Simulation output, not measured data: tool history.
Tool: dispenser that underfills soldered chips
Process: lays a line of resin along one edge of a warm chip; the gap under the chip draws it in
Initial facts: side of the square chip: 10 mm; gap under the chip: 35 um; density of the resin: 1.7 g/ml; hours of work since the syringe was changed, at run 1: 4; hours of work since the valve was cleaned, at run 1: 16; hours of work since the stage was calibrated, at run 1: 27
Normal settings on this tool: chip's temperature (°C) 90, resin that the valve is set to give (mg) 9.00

| run | hour | chip's temperature (°C) | resin that the valve is set to give (mg) | hours of work since the syringe was changed | hours of work since the valve was cleaned | hours of work since the stage was calibrated | time until the resin shows at the far edge (s) | resin that the valve gave (mg) |
|---|---|---|---|---|---|---|---|---|
| 1 | 0.0 | 90 | 9.00 | 4 | 16 | 27 | 204.4 | 8.90 |
| 2 | 2.3 | 90 | 9.00 | 5 | 18 | 28 | 221.9 | 8.89 |
|  | 3.0 | new syringe of resin |
| 3 | 7.4 | 90 | 9.00 | 3 | 21 | 31 | 201.5 | 8.88 |
| 4 | 10.0 | 90 | 9.00 | 4 | 23 | 33 | 214.3 | 8.88 |
|  | 11.5 | new syringe of resin |
| 5 | 13.6 | 90 | 9.00 | 1 | 25 | 35 | 187.5 | 8.88 |
| 6 | 17.1 | 90 | 9.00 | 4 | 27 | 37 | 208.7 | 8.85 |
|  | 20.0 | new syringe of resin |
| 7 | 20.2 | 90 | 9.00 | 0 | 29 | 39 | 178.9 | 8.84 |
| 8 | 23.7 | 90 | 9.00 | 2 | 31 | 41 | 198.6 | 8.81 |
| 9 | 25.8 | 90 | 9.00 | 4 | 32 | 43 | 209.4 | 8.84 |
| 10 | 27.9 | 78 | 9.00 | 5 | 34 | 44 | 320.3 | 8.81 |
|  | 28.5 | new syringe of resin |
| 11 | 32.4 | 78 | 9.00 | 2 | 36 | 47 | 292.9 | 8.80 |
|  | 37.2 | new syringe of resin |
| 12 | 37.3 | 90 | 9.00 | 0 | 39 | 50 | 183.7 | 8.76 |
|  | 40.5 | dispensing valve cleaned and set on the balance |
| 13 | 41.2 | 90 | 9.00 | 2 | 0 | 52 | 197.4 | 9.01 |
| 14 | 43.8 | 90 | 9.00 | 4 | 2 | 53 | 207.0 | 8.99 |
|  | 46.7 | new syringe of resin |
| 15 | 47.6 | 99 | 9.00 | 1 | 4 | 55 | 139.3 | 8.99 |
| 16 | 49.7 | 99 | 9.00 | 2 | 6 | 57 | 145.2 | 8.96 |
| 17 | 53.2 | 99 | 9.00 | 4 | 8 | 59 | 159.3 | 8.96 |
|  | 55.2 | new syringe of resin |
| 18 | 56.5 | 99 | 7.69 | 1 | 10 | 61 | 148.3 | 7.60 |
| 19 | 59.9 | 79 | 9.98 | 3 | 12 | 63 | 285.0 | 9.91 |
| 20 | 62.1 | 83 | 10.74 | 4 | 13 | 64 | 262.5 | 10.65 |
|  | 63.8 | new syringe of resin |
| 21 | 66.1 | 83 | 10.74 | 1 | 16 | 67 | 234.7 | 10.61 |
| 22 | 69.1 | 90 | 8.21 | 3 | 18 | 69 | 208.5 | 8.13 |
|  | 72.2 | new syringe of resin |
| 23 | 72.2 | 100 | 11.20 | 0 | 19 | 71 | 129.6 | 11.04 |
| 24 | 76.0 | 92 | 8.59 | 2 | 22 | 73 | 186.2 | 8.46 |
| 25 | 78.4 | 92 | 8.59 | 4 | 23 | 74 | 201.5 | 8.43 |
|  | 80.7 | new syringe of resin |
| 26 | 82.1 | 92 | 8.59 | 1 | 26 | 77 | 171.5 | 8.46 |
| 27 | 85.1 | 92 | 8.59 | 3 | 27 | 79 | 185.3 | 8.44 |
| 28 | 87.5 | 99 | 11.28 | 4 | 29 | 80 | 155.9 | 11.10 |
|  | 89.2 | new syringe of resin |
| 29 | 91.8 | 105 | 8.15 | 2 | 32 | 83 | 125.0 | 7.97 |
| 30 | 96.4 | 97 | 8.83 | 5 | 34 | 86 | 174.6 | 8.62 |
|  | 97.8 | new syringe of resin |
| 31 | 100.3 | 82 | 8.91 | 2 | 37 | 88 | 244.2 | 8.69 |
| 32 | 102.9 | 82 | 8.91 | 3 | 38 | 90 | 260.0 | 8.70 |
|  | 106.1 | new syringe of resin |
|  | 107.6 | dispensing valve cleaned and set on the balance |
| 33 | 108.5 | 85 | 8.68 | 1 | 1 | 92 | 213.7 | 8.70 |
| 34 | 112.6 | 85 | 8.68 | 3 | 3 | 95 | 237.1 | 8.63 |
|  | 115.8 | new syringe of resin |
| 35 | 117.0 | 87 | 9.75 | 1 | 6 | 97 | 201.6 | 9.73 |

4 ways to go on from here, each from the tool as it stands after run 35. What would each give?
| A | 120.3 | 92 | 7.80 | 3 | 8 | 100 | ? | ? |
| B | 120.3 | 89 | 11.21 | 3 | 8 | 100 | ? | ? |
| C | 120.3 | 104 | 9.00 | 3 | 8 | 100 | ? | ? |
| D | 120.3 | 91 | 10.94 | 3 | 8 | 100 | ? | ? |

| run | time until the resin shows at the far edge (s) | resin that the valve gave (mg) |
|---|---|---|
| A | 196.6 | 7.74 |
| B | 206.4 | 11.15 |
| C | 135.3 | 8.94 |
| D | 198.2 | 10.88 |
Had the tool no hidden state, the same runs would have come out as:
| run | time until the resin shows at the far edge (s) | resin that the valve gave (mg) |
|---|---|---|
| A | 172.7 | 7.78 |
| B | 181.6 | 11.21 |
| C | 118.9 | 8.99 |
| D | 174.4 | 10.94 |
